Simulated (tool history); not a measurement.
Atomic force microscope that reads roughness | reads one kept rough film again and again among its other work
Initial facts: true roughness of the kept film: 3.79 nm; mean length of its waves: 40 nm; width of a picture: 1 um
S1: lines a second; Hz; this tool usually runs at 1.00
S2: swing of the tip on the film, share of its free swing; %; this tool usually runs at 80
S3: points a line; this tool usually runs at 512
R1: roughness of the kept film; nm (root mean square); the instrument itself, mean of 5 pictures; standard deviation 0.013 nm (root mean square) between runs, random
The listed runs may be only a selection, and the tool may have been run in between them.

run,hour,S1,S2,S3,R1
1,0.0,1.00,80,512,2.693
# hour 1.5: new tip fitted
2,25.1,1.00,80,654,2.976
3,37.0,1.00,64,654,2.986
# hour 58.0: new tip fitted
4,58.0,1.00,64,654,3.321
5,68.5,1.00,64,654,3.225
6,91.3,2.44,64,654,2.884
7,108.0,1.00,80,776,2.784
# hour 114.3: new tip fitted
8,118.8,1.00,80,776,3.133
9,131.3,1.00,80,776,3.025
10,145.2,1.00,80,776,2.953
11,160.4,1.00,80,776,2.811
# hour 171.4: new tip fitted
12,181.2,3.09,80,368,2.679
13,198.4,1.00,60,392,3.093
14,212.7,0.60,80,512,2.879
# hour 228.5: new tip fitted
15,229.0,0.80,74,512,3.267

Predict the results of run 16:
16,254.2,0.60,62,733,?

R1: 3.157 nm (root mean square)
Without the tool's hidden state the same run would have given R1 3.421 nm (root mean square).
